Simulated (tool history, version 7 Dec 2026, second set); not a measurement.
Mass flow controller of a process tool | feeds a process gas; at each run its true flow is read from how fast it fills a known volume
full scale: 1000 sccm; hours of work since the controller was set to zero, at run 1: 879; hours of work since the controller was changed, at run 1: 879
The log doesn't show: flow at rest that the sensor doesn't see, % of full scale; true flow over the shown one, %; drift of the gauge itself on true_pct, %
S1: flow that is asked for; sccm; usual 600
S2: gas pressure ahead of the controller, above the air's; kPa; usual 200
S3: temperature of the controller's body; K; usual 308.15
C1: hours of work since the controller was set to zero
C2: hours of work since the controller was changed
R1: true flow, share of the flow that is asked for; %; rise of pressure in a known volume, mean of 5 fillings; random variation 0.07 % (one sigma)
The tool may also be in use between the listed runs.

run    hour   S1   S2      S3    C1    C2     R1
  1       0  600  200  308.15   879   879  96.81
  2   209.7  600  200  308.15   971   971  96.73
  3   425.2  600  229  308.15  1066  1066   96.4
  4   637.1  600  229  308.15  1160  1160  96.43
  5   867.1  600  229  308.15  1261  1261   96.4
  6  1035.8  600  229  308.15  1335  1335  96.34
  7  1161.5  254  200  308.15  1391  1391  94.67
  8  1330.7  254  200  293.15  1465  1465  96.24
  9  1529.4  600  200  303.15  1553  1553  96.92
 10    1744  600  200  303.15  1647  1647  96.82
     1756.6  -- controller's zero set anew
 11    1973  600  200  308.15    95  1748  95.95
 12  2209.7  600  200  303.15   200  1852  96.49
 13  2360.4  600  200  303.15   266  1919  96.28
     2484.3  -- controller's zero set anew, once more
 14  2519.9  600  200  303.15    16  1989  97.14
 15  2707.9  600  200  303.15    99  2072  96.98
 16  2869.6  107  200  308.15   170  2143  94.55
 17  3023.2  107  200  308.15   237  2210  94.41
 18  3146.3  107  200  308.15   292  2265  94.34
 19    3249  300  200  308.15   337  2310  95.46
 20  3470.8  192  200  305.15   435  2408  94.93
 21  3585.7  298  200  299.15   485  2458  96.06
 22  3683.3  298  200  299.15   528  2501     96
 23  3837.8  298  200  311.15   596  2569  94.74
 24  3974.6  255  185  297.15   657  2630  95.93
 25  4119.4  842  269  301.15   720  2693  97.33

Run 26 comes next. What will it give?
 26  4306.7  241  269  296.15  803  2776   ?

R1: 95.29 %
Without the tool's hidden state the same run would have given R1 97.24 %.
